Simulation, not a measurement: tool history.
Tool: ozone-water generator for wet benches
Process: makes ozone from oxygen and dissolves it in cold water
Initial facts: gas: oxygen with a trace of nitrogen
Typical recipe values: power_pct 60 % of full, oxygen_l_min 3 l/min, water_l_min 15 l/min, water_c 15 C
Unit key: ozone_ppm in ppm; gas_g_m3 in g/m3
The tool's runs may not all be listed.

run,day,power_pct,oxygen_l_min,water_l_min,water_c,ozone_ppm,gas_g_m3
1,0,60,3,15,15,12,136.6
2,3.342,60,3,15,15,11.9,138.1
3,5.771,60,3,15,15,11.9,135.8
4,9.679,60,3,10,15,16.5,137.5
5,13.504,60,3,10,15,16.7,135.3
6,17.221,71,3,15,15,13.2,149
7,20.288,71,3,15,15,13.2,149.4
8,23.558,71,3,15,15,13.1,149.2
9,25.312,60,3,15,15,12,134.7
10,29.067,60,3,15,15,12,136.7
11,32.275,60,3,15,15,12.1,136.5
12,34.592,60,3,15,15,11.8,138
13,38.196,60,3,15,15,11.9,137.5
14,42.104,60,3,15,15,12,135.1
15,45.417,41,3,15,15,9.7,112
16,48.133,41,3,15,15,9.9,111.6
17,50.879,41,3,15,15,9.9,111
18,53.246,60,3,15,9,12.9,136.7
19,55.738,96,2.99,21,16,11.4,174.2
20,57.538,96,2.99,21,16,11.1,176.2
21,59.688,60,3.56,15,15,12,121
22,62.217,71,5.1,15,15,12.4,102
23,65.592,65,2.06,22,20,8.3,183.9
24,67.912,73,3,22,20,8.9,150.2
25,72.008,41,3,22,13,7.1,112.1
26,73.742,41,3,22,13,7,112.9
27,76.167,60,2.94,15,15,12.1,137
28,78.071,60,2.94,15,15,12.1,137.9
29,81.275,60,3,14,16,12.5,137.6
30,85.442,60,3,14,16,12.8,136.8
31,87.396,60,3,14,16,12.7,137.2

Run 32 comes next. What will it give?
32,89.925,98,3.77,20,8,?,?

{"run 32": {"ozone_ppm": 12.9, "gas_g_m3": 149.2}}
Minus the tool's unlogged condition, the same run would have read ozone_ppm 12.9 ppm, gas_g_m3 149.4 g/m3.
